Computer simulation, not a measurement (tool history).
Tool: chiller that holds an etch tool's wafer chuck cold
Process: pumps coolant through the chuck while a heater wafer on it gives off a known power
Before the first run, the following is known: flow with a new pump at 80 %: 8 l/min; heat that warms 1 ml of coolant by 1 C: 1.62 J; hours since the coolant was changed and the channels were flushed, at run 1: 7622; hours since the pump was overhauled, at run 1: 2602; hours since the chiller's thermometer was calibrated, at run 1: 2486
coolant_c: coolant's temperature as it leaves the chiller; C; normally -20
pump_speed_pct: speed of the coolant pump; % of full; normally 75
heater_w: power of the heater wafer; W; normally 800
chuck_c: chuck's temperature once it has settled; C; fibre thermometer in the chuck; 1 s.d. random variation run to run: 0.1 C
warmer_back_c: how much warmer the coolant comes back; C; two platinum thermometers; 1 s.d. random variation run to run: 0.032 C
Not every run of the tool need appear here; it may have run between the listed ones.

run,hour,coolant_c,pump_speed_pct,heater_w,hours since the coolant was changed and the channels were flushed,hours since the pump was overhauled,hours since the chiller's thermometer was calibrated,chuck_c,warmer_back_c
1,0.0,-20,75,800,7622,2602,2486,-10.7,4.08
2,72.7,-20,75,800,7694,2675,2559,-10.8,4.09
3,139.6,-20,75,800,7761,2742,2626,-10.9,4.02
4,198.1,-19,75,800,7820,2800,2684,-9.8,4.09
5,252.6,-19,75,800,7874,2855,2739,-9.6,4.08
6,311.8,-20,75,455,7934,2914,2798,-14.8,2.34
7,373.0,-20,75,455,7995,2975,2859,-15.0,2.31
8,425.4,-20,75,800,8047,3027,2912,-10.9,4.12
9,500.3,-20,75,942,8122,3102,2987,-9.1,4.83
10,569.6,-20,75,942,8191,3172,3056,-9.1,4.87
11,631.0,-20,75,800,8253,3233,3117,-10.8,4.07
12,697.1,-20,75,800,8319,3299,3183,-10.7,4.12
13,753.2,-20,93,800,8375,3355,3239,-12.1,3.33
14,807.9,-20,75,536,8430,3410,3294,-13.8,2.71
15,854.7,-20,75,536,8476,3457,3341,-13.9,2.75
16,892.5,-20,75,536,8514,3495,3379,-14.0,2.77
17,960.5,-20,75,536,8582,3563,3447,-14.0,2.79
18,1003.6,-13,62,642,8625,3606,3490,-4.2,3.99
# hour 1010.2: chiller's thermometer calibrated
19,1065.7,-19,80,642,8686,3667,55,-12.0,3.11
20,1142.8,-20,84,800,8763,3744,133,-11.5,3.62
21,1189.7,-28,75,958,8810,3791,179,-16.9,4.89
22,1235.5,-26,75,958,8856,3837,225,-14.9,4.96
# hour 1261.2: coolant changed, channels flushed
# hour 1268.9: chiller's thermometer calibrated, once more
23,1295.2,-11,80,618,33,3889,26,-5.1,2.98
24,1327.9,-26,80,868,66,3922,59,-17.7,4.20
25,1401.4,-20,75,1050,139,3995,132,-9.5,5.43
26,1439.0,-20,75,1050,177,4033,170,-9.5,5.46
27,1473.3,-20,75,1050,211,4067,204,-9.5,5.49
28,1546.4,-20,75,1050,284,4140,277,-9.4,5.46

Run 29 is up next; what results do you expect?
29,1591.2,-19,67,607,329,4185,322,?,?

{"run 29": {"chuck_c": -12.2, "warmer_back_c": 3.55}}
Take away the tool's hidden state, keep the run-to-run variation as it was, and the same run would have given chuck_c -12.5 C, warmer_back_c 3.37 C.
